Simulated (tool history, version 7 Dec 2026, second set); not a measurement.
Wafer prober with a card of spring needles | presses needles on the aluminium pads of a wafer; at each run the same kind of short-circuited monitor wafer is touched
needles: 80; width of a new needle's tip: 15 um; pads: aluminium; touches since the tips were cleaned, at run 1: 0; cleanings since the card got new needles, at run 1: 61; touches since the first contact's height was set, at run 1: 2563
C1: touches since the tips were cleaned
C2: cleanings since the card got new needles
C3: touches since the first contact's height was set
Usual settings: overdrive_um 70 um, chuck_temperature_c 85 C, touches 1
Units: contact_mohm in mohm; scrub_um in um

{"run": 1, "hour": 0.0, "overdrive_um": 70, "chuck_temperature_c": 85, "touches": 1, "C1": 0, "C2": 61, "C3": 2563, "contact_mohm": 129, "scrub_um": 8.62}
{"hour": 12.4, "done": "tips cleaned on abrasive film"}
{"hour": 24.9, "done": "tips cleaned on abrasive film"}
{"run": 2, "hour": 32.6, "overdrive_um": 70, "chuck_temperature_c": 85, "touches": 1, "C1": 2613, "C2": 63, "C3": 13584, "contact_mohm": 144, "scrub_um": 8.59}
{"hour": 35.3, "done": "tips cleaned on abrasive film"}
{"hour": 47.7, "done": "tips cleaned on abrasive film"}
{"hour": 60.0, "done": "tips cleaned on abrasive film"}
{"hour": 72.6, "done": "tips cleaned on abrasive film"}
{"run": 3, "hour": 78.3, "overdrive_um": 70, "chuck_temperature_c": 85, "touches": 1, "C1": 1942, "C2": 67, "C3": 29011, "contact_mohm": 138, "scrub_um": 8.5}
{"hour": 83.1, "done": "tips cleaned on abrasive film"}
{"hour": 95.3, "done": "tips cleaned on abrasive film"}
{"hour": 105.7, "done": "tips cleaned on abrasive film"}
{"run": 4, "hour": 106.1, "overdrive_um": 70, "chuck_temperature_c": 85, "touches": 1, "C1": 165, "C2": 70, "C3": 38374, "contact_mohm": 131, "scrub_um": 8.51}
{"hour": 116.3, "done": "tips cleaned on abrasive film"}
{"hour": 128.7, "done": "tips cleaned on abrasive film"}
{"hour": 141.2, "done": "tips cleaned on abrasive film"}
{"run": 5, "hour": 146.8, "overdrive_um": 70, "chuck_temperature_c": 85, "touches": 1, "C1": 1904, "C2": 73, "C3": 52100, "contact_mohm": 138, "scrub_um": 8.44}
{"hour": 151.6, "done": "tips cleaned on abrasive film"}
{"hour": 164.5, "done": "tips cleaned on abrasive film"}
{"hour": 177.2, "done": "tips cleaned on abrasive film"}
{"run": 6, "hour": 184.3, "overdrive_um": 70, "chuck_temperature_c": 85, "touches": 1, "C1": 2416, "C2": 76, "C3": 64782, "contact_mohm": 139, "scrub_um": 8.45}
{"hour": 189.3, "done": "tips cleaned on abrasive film"}
{"hour": 202.2, "done": "tips cleaned on abrasive film"}
{"hour": 214.9, "done": "tips cleaned on abrasive film"}
{"hour": 226.1, "done": "tips cleaned on abrasive film"}
{"run": 7, "hour": 226.1, "overdrive_um": 73, "chuck_temperature_c": 85, "touches": 1, "C1": 0, "C2": 80, "C3": 78866, "contact_mohm": 130, "scrub_um": 8.81}
{"hour": 231.3, "done": "tips cleaned on abrasive film, once more"}
{"hour": 244.2, "done": "tips cleaned on abrasive film"}
{"run": 8, "hour": 250.4, "overdrive_um": 73, "chuck_temperature_c": 85, "touches": 1, "C1": 2114, "C2": 82, "C3": 87061, "contact_mohm": 140, "scrub_um": 8.73}
{"hour": 255.5, "done": "tips cleaned on abrasive film"}
{"hour": 268.4, "done": "tips cleaned on abrasive film"}
{"hour": 281.2, "done": "tips cleaned on abrasive film"}
{"hour": 294.0, "done": "tips cleaned on abrasive film"}
{"run": 9, "hour": 300.6, "overdrive_um": 73, "chuck_temperature_c": 85, "touches": 1, "C1": 2229, "C2": 86, "C3": 103996, "contact_mohm": 139, "scrub_um": 8.62}
{"hour": 305.6, "done": "tips cleaned on abrasive film"}
{"hour": 318.1, "done": "tips cleaned on abrasive film"}
{"hour": 330.6, "done": "tips cleaned on abrasive film"}
{"run": 10, "hour": 340.7, "overdrive_um": 76, "chuck_temperature_c": 30, "touches": 2, "C1": 3416, "C2": 89, "C3": 117532, "contact_mohm": 128, "scrub_um": 8.98}
{"hour": 343.3, "done": "tips cleaned on abrasive film"}
{"hour": 353.6, "done": "tips cleaned on abrasive film"}
{"hour": 364.1, "done": "height of the first contact set anew"}
{"hour": 366.8, "done": "tips cleaned on abrasive film"}
{"hour": 378.1, "done": "tips cleaned on abrasive film"}
{"run": 11, "hour": 378.1, "overdrive_um": 70, "chuck_temperature_c": 85, "touches": 2, "C1": 0, "C2": 93, "C3": 4679, "contact_mohm": 129, "scrub_um": 8.55}
{"hour": 390.6, "done": "tips cleaned on abrasive film"}
{"hour": 403.5, "done": "tips cleaned on abrasive film"}
{"run": 12, "hour": 410.2, "overdrive_um": 75, "chuck_temperature_c": 27, "touches": 1, "C1": 2310, "C2": 95, "C3": 15553, "contact_mohm": 131, "scrub_um": 9.17}
{"hour": 415.4, "done": "tips cleaned on abrasive film"}
{"hour": 425.8, "done": "tips cleaned on abrasive film"}
{"hour": 438.2, "done": "tips cleaned on abrasive film"}
{"hour": 450.4, "done": "tips cleaned on abrasive film"}
{"run": 13, "hour": 457.8, "overdrive_um": 70, "chuck_temperature_c": 106, "touches": 1, "C1": 2515, "C2": 99, "C3": 31603, "contact_mohm": 149, "scrub_um": 8.47}
{"hour": 463.0, "done": "tips cleaned on abrasive film"}
{"hour": 475.9, "done": "tips cleaned on abrasive film"}
{"hour": 488.7, "done": "tips cleaned on abrasive film"}
{"run": 14, "hour": 490.2, "overdrive_um": 70, "chuck_temperature_c": 50, "touches": 1, "C1": 512, "C2": 102, "C3": 42540, "contact_mohm": 129, "scrub_um": 8.49}
{"hour": 500.6, "done": "tips cleaned on abrasive film"}
{"hour": 510.9, "done": "tips cleaned on abrasive film"}
{"run": 15, "hour": 516.7, "overdrive_um": 56, "chuck_temperature_c": 63, "touches": 1, "C1": 1972, "C2": 104, "C3": 51462, "contact_mohm": 149, "scrub_um": 6.72}

Some steps in contact_mohm between neighbouring runs. How much of each would the tool show without its hidden state too (settings, what came in, random variation), and how much is left for the hidden state, with any gauge scatter that isn't in both results?
The hidden state here: debris on the tips, nm; way that the needles fall short of the set height, um; tips' diameter, um; drift of the gauge itself on contact_mohm, %; drift of the gauge itself on scrub_um, %.
Run 13 -> 14: chuck_temperature_c 106 -> 50, tips cleaned on abrasive film, tips cleaned on abrasive film, tips cleaned on abrasive film. contact_mohm -20 mohm: hidden state -11, all else -9.
Run 14 -> 15: overdrive_um 70 -> 56, chuck_temperature_c 50 -> 63, tips cleaned on abrasive film, tips cleaned on abrasive film. contact_mohm +20 mohm: hidden state +17, all else +3.
